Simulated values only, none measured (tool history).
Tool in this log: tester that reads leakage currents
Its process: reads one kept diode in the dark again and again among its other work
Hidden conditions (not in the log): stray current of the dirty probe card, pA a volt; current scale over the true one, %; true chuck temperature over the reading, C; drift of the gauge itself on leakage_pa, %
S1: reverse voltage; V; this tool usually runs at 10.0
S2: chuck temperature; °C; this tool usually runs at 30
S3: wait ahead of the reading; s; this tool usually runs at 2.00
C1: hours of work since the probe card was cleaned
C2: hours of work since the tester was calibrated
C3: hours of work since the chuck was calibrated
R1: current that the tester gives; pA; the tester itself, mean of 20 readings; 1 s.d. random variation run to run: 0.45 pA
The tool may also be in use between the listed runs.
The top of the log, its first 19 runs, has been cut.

Run 20, hour 771.2: usual settings; C1 488; C2 1034; C3 517. Result: R1 150.57 pA.
Run 21, hour 794.2: usual settings; C1 497; C2 1043; C3 526. Result: R1 151.27 pA.
Run 22, hour 827.2: usual settings; C1 510; C2 1056; C3 539. Result: R1 151.57 pA.
Run 23, hour 880.1: usual settings but S1 14.5 V, S3 0.61 s; C1 532; C2 1078; C3 560. Result: R1 177.15 pA.
At hour 886.5: chuck's temperature calibrated.
Run 24, hour 910.8: usual settings but S2 26 °C, S3 0.45 s; C1 543; C2 1089; C3 10. Result: R1 115.24 pA.
Run 25, hour 960.4: usual settings but S1 3.1 V, S3 7.38 s; C1 563; C2 1109; C3 30. Result: R1 102.19 pA.
Run 26, hour 1006.0: usual settings but S1 9.1 V, S2 45 °C; C1 581; C2 1127; C3 48. Result: R1 453.32 pA.
Run 27, hour 1038.6: usual settings but S1 7.9 V, S2 40 °C, S3 5.68 s; C1 594; C2 1140; C3 61. Result: R1 301.11 pA.
At hour 1067.8: chuck's temperature calibrated, once more.
Run 28, hour 1072.3: usual settings but S1 9.9 V, S2 24 °C; C1 607; C2 1153; C3 2. Result: R1 94.25 pA.
Run 29, hour 1103.9: usual settings but S1 9.9 V, S2 24 °C; C1 620; C2 1166; C3 14. Result: R1 95.33 pA.
Run 30, hour 1129.7: usual settings but S1 9.9 V, S2 22 °C; C1 630; C2 1176; C3 25. Result: R1 80.90 pA.
Run 31, hour 1172.6: usual settings but S1 9.9 V, S2 25 °C, S3 9.26 s; C1 647; C2 1193; C3 42. Result: R1 100.90 pA.
Run 32, hour 1213.0: usual settings but S1 9.9 V, S2 25 °C, S3 9.26 s; C1 663; C2 1209; C3 58. Result: R1 101.34 pA.
Run 33, hour 1259.7: usual settings but S1 9.9 V, S2 25 °C, S3 9.26 s; C1 682; C2 1228; C3 77. Result: R1 101.38 pA.
Run 34, hour 1299.3: usual settings but S1 1.4 V, S2 21 °C; C1 698; C2 1244; C3 93. Result: R1 38.46 pA.
Run 35, hour 1352.6: usual settings but S1 17.1 V, S2 22 °C; C1 719; C2 1265; C3 114. Result: R1 99.28 pA.
Run 36, hour 1393.7: usual settings but S1 17.1 V, S2 22 °C; C1 736; C2 1282; C3 131. Result: R1 98.73 pA.
Run 37, hour 1435.5: usual settings but S1 5.5 V, S2 38 °C, S3 0.41 s; C1 753; C2 1298; C3 147. Result: R1 236.93 pA.
Run 38, hour 1488.0: usual settings but S1 5.5 V, S2 38 °C, S3 0.41 s; C1 774; C2 1320; C3 168. Result: R1 236.21 pA.
Run 39, hour 1512.4: usual settings but S1 3.7 V, S2 38 °C, S3 0.41 s; C1 783; C2 1329; C3 178. Result: R1 208.13 pA.
Run 40, hour 1557.6: usual settings but S1 11.0 V, S2 35 °C; C1 801; C2 1347; C3 196. Result: R1 233.08 pA.
Run 41, hour 1588.1: usual settings but S1 2.1 V, S2 27 °C; C1 814; C2 1360; C3 208. Result: R1 72.19 pA.

Below are 3 alternative next runs, each starting from the tool's condition after run 41. Predict each:
Run A, hour 1622.4: usual settings but S1 8.5 V, S3 1.06 s; C1 827; C2 1373; C3 222. Result: R1 ?.
Run B, hour 1622.4: usual settings but S1 3.0 V, S2 49 °C, S3 2.59 s; C1 827; C2 1373; C3 222. Result: R1 ?.
Run C, hour 1622.4: usual settings but S1 1.3 V, S2 59 °C, S3 8.24 s; C1 827; C2 1373; C3 222. Result: R1 ?.

run      R1
  A  146.61
  B  434.50
  C  667.08
What these runs would have given with no unlogged condition in the tool:
run      R1
  A  142.42
  B  430.08
  C  661.40

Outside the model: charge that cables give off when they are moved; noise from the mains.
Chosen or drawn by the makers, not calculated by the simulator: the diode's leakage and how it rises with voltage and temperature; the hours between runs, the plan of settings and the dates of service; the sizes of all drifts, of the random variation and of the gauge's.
